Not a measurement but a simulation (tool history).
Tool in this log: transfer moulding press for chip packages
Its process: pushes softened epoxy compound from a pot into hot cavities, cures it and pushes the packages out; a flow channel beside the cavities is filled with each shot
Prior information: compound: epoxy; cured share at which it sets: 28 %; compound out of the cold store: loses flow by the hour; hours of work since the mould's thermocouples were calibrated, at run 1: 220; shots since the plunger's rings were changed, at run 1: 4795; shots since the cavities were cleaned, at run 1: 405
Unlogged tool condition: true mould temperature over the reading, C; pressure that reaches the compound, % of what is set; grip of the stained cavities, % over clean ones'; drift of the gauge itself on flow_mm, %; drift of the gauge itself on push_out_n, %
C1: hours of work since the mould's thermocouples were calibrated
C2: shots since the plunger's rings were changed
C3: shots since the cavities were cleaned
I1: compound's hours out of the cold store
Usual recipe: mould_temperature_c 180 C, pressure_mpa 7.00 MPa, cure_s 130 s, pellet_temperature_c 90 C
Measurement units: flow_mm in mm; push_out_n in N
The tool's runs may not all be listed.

run 1 hour=0.0 | mould_temperature_c=180 pressure_mpa=7.00 cure_s=130 pellet_temperature_c=90 | C1=220 C2=4795 C3=405 | I1=47.5 | flow_mm=534 push_out_n=305
-- hour=6.3 cavities cleaned with cleaning compound and waxed
run 2 hour=13.7 | mould_temperature_c=180 pressure_mpa=7.00 cure_s=130 pellet_temperature_c=99 | C1=227 C2=4902 C3=65 | I1=34.6 | flow_mm=551 push_out_n=309
run 3 hour=20.8 | mould_temperature_c=180 pressure_mpa=7.00 cure_s=130 pellet_temperature_c=99 | C1=232 C2=4964 C3=127 | I1=26.3 | flow_mm=565 push_out_n=307
run 4 hour=33.1 | mould_temperature_c=180 pressure_mpa=7.00 cure_s=130 pellet_temperature_c=90 | C1=240 C2=5072 C3=235 | I1=15.3 | flow_mm=579 push_out_n=333
run 5 hour=48.7 | mould_temperature_c=180 pressure_mpa=7.00 cure_s=130 pellet_temperature_c=90 | C1=250 C2=5209 C3=372 | I1=28.1 | flow_mm=567 push_out_n=331
run 6 hour=55.5 | mould_temperature_c=180 pressure_mpa=7.00 cure_s=130 pellet_temperature_c=90 | C1=254 C2=5268 C3=431 | I1=31.0 | flow_mm=557 push_out_n=318
-- hour=59.1 cavities cleaned with cleaning compound and waxed
run 7 hour=72.5 | mould_temperature_c=180 pressure_mpa=7.00 cure_s=130 pellet_temperature_c=90 | C1=264 C2=5404 C3=117 | I1=34.4 | flow_mm=553 push_out_n=329
run 8 hour=79.7 | mould_temperature_c=180 pressure_mpa=7.00 cure_s=130 pellet_temperature_c=90 | C1=268 C2=5468 C3=181 | I1=9.3 | flow_mm=602 push_out_n=338
run 9 hour=95.4 | mould_temperature_c=180 pressure_mpa=7.00 cure_s=130 pellet_temperature_c=90 | C1=278 C2=5605 C3=318 | I1=23.2 | flow_mm=582 push_out_n=329
run 10 hour=103.5 | mould_temperature_c=180 pressure_mpa=7.00 cure_s=130 pellet_temperature_c=90 | C1=283 C2=5676 C3=389 | I1=34.7 | flow_mm=559 push_out_n=311
-- hour=111.4 cavities cleaned with cleaning compound and waxed
run 11 hour=119.5 | mould_temperature_c=180 pressure_mpa=7.00 cure_s=130 pellet_temperature_c=90 | C1=292 C2=5803 C3=71 | I1=36.4 | flow_mm=549 push_out_n=336
run 12 hour=134.7 | mould_temperature_c=180 pressure_mpa=7.00 cure_s=130 pellet_temperature_c=90 | C1=302 C2=5936 C3=204 | I1=31.9 | flow_mm=562 push_out_n=334
-- hour=139.6 plunger's sealing rings changed
run 13 hour=151.0 | mould_temperature_c=180 pressure_mpa=7.00 cure_s=130 pellet_temperature_c=90 | C1=311 C2=100 C3=325 | I1=37.6 | flow_mm=551 push_out_n=327
run 14 hour=157.7 | mould_temperature_c=180 pressure_mpa=7.00 cure_s=130 pellet_temperature_c=90 | C1=315 C2=159 C3=384 | I1=29.9 | flow_mm=569 push_out_n=308
-- hour=166.3 cavities cleaned with cleaning compound and waxed
run 15 hour=171.8 | mould_temperature_c=180 pressure_mpa=7.00 cure_s=130 pellet_temperature_c=90 | C1=323 C2=269 C3=48 | I1=47.3 | flow_mm=531 push_out_n=330
run 16 hour=182.8 | mould_temperature_c=180 pressure_mpa=7.00 cure_s=130 pellet_temperature_c=90 | C1=330 C2=366 C3=145 | I1=40.6 | flow_mm=544 push_out_n=326
run 17 hour=189.6 | mould_temperature_c=174 pressure_mpa=7.47 cure_s=143 pellet_temperature_c=90 | C1=334 C2=425 C3=204 | I1=41.3 | flow_mm=577 push_out_n=385
run 18 hour=202.6 | mould_temperature_c=174 pressure_mpa=7.47 cure_s=143 pellet_temperature_c=90 | C1=342 C2=539 C3=318 | I1=34.7 | flow_mm=598 push_out_n=398
run 19 hour=210.4 | mould_temperature_c=180 pressure_mpa=5.74 cure_s=130 pellet_temperature_c=90 | C1=347 C2=607 C3=386 | I1=26.3 | flow_mm=509 push_out_n=334
-- hour=218.3 cavities cleaned with cleaning compound and waxed
run 20 hour=223.9 | mould_temperature_c=180 pressure_mpa=5.74 cure_s=130 pellet_temperature_c=90 | C1=355 C2=712 C3=48 | I1=39.6 | flow_mm=495 push_out_n=329
run 21 hour=231.0 | mould_temperature_c=182 pressure_mpa=6.67 cure_s=130 pellet_temperature_c=90 | C1=359 C2=775 C3=111 | I1=32.3 | flow_mm=540 push_out_n=288
run 22 hour=243.3 | mould_temperature_c=182 pressure_mpa=6.67 cure_s=137 pellet_temperature_c=90 | C1=367 C2=883 C3=219 | I1=31.0 | flow_mm=550 push_out_n=272
run 23 hour=250.2 | mould_temperature_c=182 pressure_mpa=6.52 cure_s=122 pellet_temperature_c=90 | C1=371 C2=943 C3=279 | I1=37.8 | flow_mm=524 push_out_n=341
run 24 hour=258.3 | mould_temperature_c=182 pressure_mpa=6.12 cure_s=138 pellet_temperature_c=89 | C1=376 C2=1014 C3=350 | I1=43.1 | flow_mm=501 push_out_n=272
run 25 hour=266.7 | mould_temperature_c=182 pressure_mpa=6.12 cure_s=129 pellet_temperature_c=82 | C1=382 C2=1088 C3=424 | I1=11.2 | flow_mm=550 push_out_n=308
-- hour=270.9 cavities cleaned with cleaning compound and waxed
run 26 hour=282.3 | mould_temperature_c=180 pressure_mpa=7.00 cure_s=130 pellet_temperature_c=96 | C1=391 C2=1211 C3=100 | I1=42.2 | flow_mm=538 push_out_n=326
run 27 hour=291.1 | mould_temperature_c=176 pressure_mpa=5.63 cure_s=134 pellet_temperature_c=91 | C1=396 C2=1288 C3=177 | I1=18.9 | flow_mm=522 push_out_n=407
run 28 hour=300.6 | mould_temperature_c=176 pressure_mpa=5.63 cure_s=134 pellet_temperature_c=91 | C1=402 C2=1372 C3=261 | I1=32.6 | flow_mm=522 push_out_n=387

Branching from run 28: 4 alternative next runs. What would each branch give?
run A hour=310.7 | mould_temperature_c=185 pressure_mpa=5.96 cure_s=165 pellet_temperature_c=91 | C1=409 C2=1460 C3=349 | I1=36.1 | flow_mm=? push_out_n=?
run B hour=310.7 | mould_temperature_c=179 pressure_mpa=6.95 cure_s=130 pellet_temperature_c=82 | C1=409 C2=1460 C3=349 | I1=34.8 | flow_mm=? push_out_n=?
run C hour=310.7 | mould_temperature_c=175 pressure_mpa=5.63 cure_s=139 pellet_temperature_c=94 | C1=409 C2=1460 C3=349 | I1=20.4 | flow_mm=? push_out_n=?
run D hour=310.7 | mould_temperature_c=176 pressure_mpa=6.40 cure_s=162 pellet_temperature_c=91 | C1=409 C2=1460 C3=349 | I1=42.3 | flow_mm=? push_out_n=?

run=A flow_mm=492 push_out_n=258
run=B flow_mm=558 push_out_n=354
run=C flow_mm=535 push_out_n=393
run=D flow_mm=524 push_out_n=284
Without the tool's hidden state the same runs would have given:
run=A flow_mm=492 push_out_n=256
run=B flow_mm=558 push_out_n=351
run=C flow_mm=535 push_out_n=390
run=D flow_mm=525 push_out_n=282

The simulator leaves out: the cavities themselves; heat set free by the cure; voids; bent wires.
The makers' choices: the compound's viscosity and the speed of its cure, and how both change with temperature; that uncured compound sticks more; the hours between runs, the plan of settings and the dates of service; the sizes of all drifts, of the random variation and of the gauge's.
